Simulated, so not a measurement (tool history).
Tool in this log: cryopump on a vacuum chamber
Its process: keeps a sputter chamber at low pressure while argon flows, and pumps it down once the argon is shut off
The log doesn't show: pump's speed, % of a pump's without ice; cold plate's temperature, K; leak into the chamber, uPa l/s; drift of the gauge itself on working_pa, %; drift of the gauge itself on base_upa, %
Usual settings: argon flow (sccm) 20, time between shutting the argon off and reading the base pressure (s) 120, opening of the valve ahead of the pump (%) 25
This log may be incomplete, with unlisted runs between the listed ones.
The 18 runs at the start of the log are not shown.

| run | hour | argon flow (sccm) | time between shutting the argon off and reading the base pressure (s) | opening of the valve ahead of the pump (%) | hours of work since the pump was warmed up and emptied | hours of work since the cold head was overhauled | hours of work since the chamber's fittings were tightened | pressure while argon flows (Pa) | pressure after the wait (uPa) |
|---|---|---|---|---|---|---|---|---|---|
| 19 | 331.9 | 34 | 46 | 25 | 133 | 559 | 1005 | 0.1248 | 1.09 |
| 20 | 342.9 | 13 | 120 | 46 | 138 | 564 | 1010 | 0.0273 | 0.76 |
| 21 | 353.9 | 11 | 284 | 18 | 144 | 569 | 1015 | 0.0571 | 0.72 |
| 22 | 372.8 | 11 | 284 | 18 | 152 | 578 | 1024 | 0.0561 | 0.71 |
| 23 | 390.0 | 10 | 34 | 25 | 160 | 586 | 1032 | 0.0374 | 1.32 |
| 24 | 403.3 | 11 | 25 | 25 | 167 | 592 | 1038 | 0.0401 | 1.56 |
| 25 | 421.8 | 13 | 90 | 24 | 175 | 601 | 1047 | 0.0506 | 0.86 |
| 26 | 446.4 | 13 | 90 | 24 | 187 | 613 | 1058 | 0.0505 | 0.86 |
| 27 | 466.8 | 10 | 202 | 24 | 197 | 622 | 1068 | 0.0393 | 0.78 |
| 28 | 489.2 | 24 | 27 | 30 | 207 | 633 | 1078 | 0.0763 | 1.56 |
| 29 | 499.4 | 17 | 57 | 45 | 212 | 637 | 1083 | 0.0372 | 1.08 |

Run 30, settings as shown, results not yet in. Your forecast:
| 30 | 523.8 | 17 | 57 | 45 | 223 | 649 | 1095 | ? | ? |

pressure while argon flows (Pa): 0.0387
pressure after the wait (uPa): 1.08
With the hidden condition absent and the run-to-run variation left alone, this run would have shown pressure while argon flows (Pa) 0.0348, pressure after the wait (uPa) 0.56.
